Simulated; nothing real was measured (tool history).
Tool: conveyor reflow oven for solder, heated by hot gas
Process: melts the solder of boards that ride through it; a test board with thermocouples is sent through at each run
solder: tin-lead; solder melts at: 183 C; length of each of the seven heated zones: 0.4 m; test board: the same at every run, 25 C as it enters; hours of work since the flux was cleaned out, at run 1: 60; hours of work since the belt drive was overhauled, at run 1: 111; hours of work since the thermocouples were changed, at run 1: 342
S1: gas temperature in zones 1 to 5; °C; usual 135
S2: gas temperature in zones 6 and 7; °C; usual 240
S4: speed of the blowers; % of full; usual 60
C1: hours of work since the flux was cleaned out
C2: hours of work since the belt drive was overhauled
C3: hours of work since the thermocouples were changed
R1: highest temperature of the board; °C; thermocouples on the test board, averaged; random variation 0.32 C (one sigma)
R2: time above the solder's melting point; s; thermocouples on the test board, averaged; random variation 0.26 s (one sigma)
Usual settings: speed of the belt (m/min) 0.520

{"run": 1, "day": 0.0, "S1": 135, "S2": 240, "speed of the belt (m/min)": 0.52, "S4": 60, "C1": 60, "C2": 111, "C3": 342, "R1": 222.6, "R2": 73.1}
{"run": 2, "day": 0.654, "S1": 135, "S2": 240, "speed of the belt (m/min)": 0.52, "S4": 60, "C1": 66, "C2": 118, "C3": 348, "R1": 222.9, "R2": 73.0}
{"run": 3, "day": 1.058, "S1": 135, "S2": 240, "speed of the belt (m/min)": 0.52, "S4": 60, "C1": 70, "C2": 122, "C3": 352, "R1": 222.9, "R2": 72.9}
{"run": 4, "day": 1.608, "S1": 135, "S2": 248, "speed of the belt (m/min)": 0.52, "S4": 60, "C1": 75, "C2": 127, "C3": 357, "R1": 229.9, "R2": 78.3}
{"run": 5, "day": 2.088, "S1": 135, "S2": 248, "speed of the belt (m/min)": 0.52, "S4": 90, "C1": 80, "C2": 132, "C3": 362, "R1": 236.1, "R2": 82.5}
{"run": 6, "day": 2.554, "S1": 135, "S2": 248, "speed of the belt (m/min)": 0.52, "S4": 90, "C1": 85, "C2": 136, "C3": 367, "R1": 235.7, "R2": 82.8}
{"run": 7, "day": 3.021, "S1": 135, "S2": 248, "speed of the belt (m/min)": 0.52, "S4": 90, "C1": 89, "C2": 141, "C3": 371, "R1": 236.3, "R2": 82.8}
{"run": 8, "day": 3.625, "S1": 135, "S2": 248, "speed of the belt (m/min)": 0.52, "S4": 90, "C1": 95, "C2": 147, "C3": 377, "R1": 235.8, "R2": 82.7}
{"run": 9, "day": 4.125, "S1": 135, "S2": 248, "speed of the belt (m/min)": 0.52, "S4": 90, "C1": 100, "C2": 152, "C3": 382, "R1": 236.3, "R2": 82.4}
{"run": 10, "day": 4.554, "S1": 135, "S2": 240, "speed of the belt (m/min)": 0.52, "S4": 60, "C1": 104, "C2": 156, "C3": 386, "R1": 222.5, "R2": 72.4}
{"run": 11, "day": 4.946, "S1": 135, "S2": 240, "speed of the belt (m/min)": 0.52, "S4": 60, "C1": 108, "C2": 160, "C3": 390, "R1": 223.4, "R2": 73.1}
{"run": 12, "day": 5.271, "S1": 135, "S2": 240, "speed of the belt (m/min)": 0.52, "S4": 60, "C1": 111, "C2": 163, "C3": 393, "R1": 222.1, "R2": 72.8}
{"run": 13, "day": 5.825, "S1": 135, "S2": 240, "speed of the belt (m/min)": 0.52, "S4": 50, "C1": 117, "C2": 168, "C3": 399, "R1": 219.6, "R2": 69.9}
{"run": 14, "day": 6.4, "S1": 135, "S2": 240, "speed of the belt (m/min)": 0.552, "S4": 50, "C1": 123, "C2": 174, "C3": 405, "R1": 218.6, "R2": 63.5}
{"run": 15, "day": 6.938, "S1": 135, "S2": 240, "speed of the belt (m/min)": 0.552, "S4": 50, "C1": 128, "C2": 179, "C3": 410, "R1": 217.0, "R2": 63.7}
{"run": 16, "day": 7.588, "S1": 135, "S2": 240, "speed of the belt (m/min)": 0.552, "S4": 50, "C1": 134, "C2": 186, "C3": 416, "R1": 217.6, "R2": 63.3}
{"run": 17, "day": 8.054, "S1": 135, "S2": 240, "speed of the belt (m/min)": 0.552, "S4": 50, "C1": 139, "C2": 190, "C3": 421, "R1": 217.2, "R2": 63.3}
{"run": 18, "day": 8.592, "S1": 142, "S2": 240, "speed of the belt (m/min)": 0.541, "S4": 65, "C1": 144, "C2": 196, "C3": 426, "R1": 223.6, "R2": 73.4}
{"run": 19, "day": 8.95, "S1": 123, "S2": 240, "speed of the belt (m/min)": 0.52, "S4": 82, "C1": 148, "C2": 199, "C3": 430, "R1": 225.8, "R2": 71.8}
{"run": 20, "day": 9.571, "S1": 131, "S2": 240, "speed of the belt (m/min)": 0.454, "S4": 73, "C1": 154, "C2": 205, "C3": 436, "R1": 228.8, "R2": 88.2}
{"run": 21, "day": 10.012, "S1": 129, "S2": 229, "speed of the belt (m/min)": 0.471, "S4": 71, "C1": 158, "C2": 210, "C3": 440, "R1": 216.4, "R2": 74.4}
{"run": 22, "day": 10.642, "S1": 129, "S2": 229, "speed of the belt (m/min)": 0.471, "S4": 71, "C1": 164, "C2": 216, "C3": 446, "R1": 217.6, "R2": 74.2}
{"run": 23, "day": 11.175, "S1": 126, "S2": 239, "speed of the belt (m/min)": 0.52, "S4": 60, "C1": 169, "C2": 221, "C3": 451, "R1": 220.4, "R2": 67.5}
{"run": 24, "day": 11.954, "S1": 135, "S2": 240, "speed of the belt (m/min)": 0.549, "S4": 60, "C1": 177, "C2": 229, "C3": 459, "R1": 221.2, "R2": 67.2}
{"run": 25, "day": 12.358, "S1": 138, "S2": 236, "speed of the belt (m/min)": 0.549, "S4": 60, "C1": 181, "C2": 233, "C3": 463, "R1": 218.4, "R2": 65.8}
{"run": 26, "day": 13.096, "S1": 131, "S2": 244, "speed of the belt (m/min)": 0.6, "S4": 57, "C1": 188, "C2": 240, "C3": 470, "R1": 218.6, "R2": 57.7}
{"run": 27, "day": 13.862, "S1": 129, "S2": 240, "speed of the belt (m/min)": 0.52, "S4": 60, "C1": 196, "C2": 247, "C3": 478, "R1": 222.5, "R2": 70.1}
{"run": 28, "day": 14.517, "S1": 123, "S2": 240, "speed of the belt (m/min)": 0.496, "S4": 65, "C1": 202, "C2": 254, "C3": 484, "R1": 223.7, "R2": 72.9}
{"run": 29, "day": 14.921, "S1": 123, "S2": 240, "speed of the belt (m/min)": 0.496, "S4": 65, "C1": 206, "C2": 258, "C3": 488, "R1": 223.7, "R2": 73.3}
{"run": 30, "day": 15.629, "S1": 140, "S2": 244, "speed of the belt (m/min)": 0.52, "S4": 60, "C1": 213, "C2": 265, "C3": 495, "R1": 227.7, "R2": 78.7}

Forecast each of these 5 alternatives for the next run:
{"run": "A", "day": 16.158, "S1": 135, "S2": 249, "speed of the belt (m/min)": 0.611, "S4": 79, "C1": 218, "C2": 270, "C3": 500, "R1": "?", "R2": "?"}
{"run": "B", "day": 16.158, "S1": 135, "S2": 240, "speed of the belt (m/min)": 0.487, "S4": 83, "C1": 218, "C2": 270, "C3": 500, "R1": "?", "R2": "?"}
{"run": "C", "day": 16.158, "S1": 146, "S2": 242, "speed of the belt (m/min)": 0.477, "S4": 60, "C1": 218, "C2": 270, "C3": 500, "R1": "?", "R2": "?"}
{"run": "D", "day": 16.158, "S1": 149, "S2": 231, "speed of the belt (m/min)": 0.442, "S4": 60, "C1": 218, "C2": 270, "C3": 500, "R1": "?", "R2": "?"}
{"run": "E", "day": 16.158, "S1": 140, "S2": 244, "speed of the belt (m/min)": 0.52, "S4": 66, "C1": 218, "C2": 270, "C3": 500, "R1": "?", "R2": "?"}

run=A R1=229.6 R2=66.2
run=B R1=229.1 R2=83.7
run=C R1=228.6 R2=90.1
run=D R1=221.0 R2=92.7
run=E R1=229.1 R2=79.4
Without the tool's hidden state the same runs would have given:
run=A R1=229.7 R2=66.3
run=B R1=229.3 R2=83.8
run=C R1=228.8 R2=90.2
run=D R1=221.2 R2=92.7
run=E R1=229.2 R2=79.4
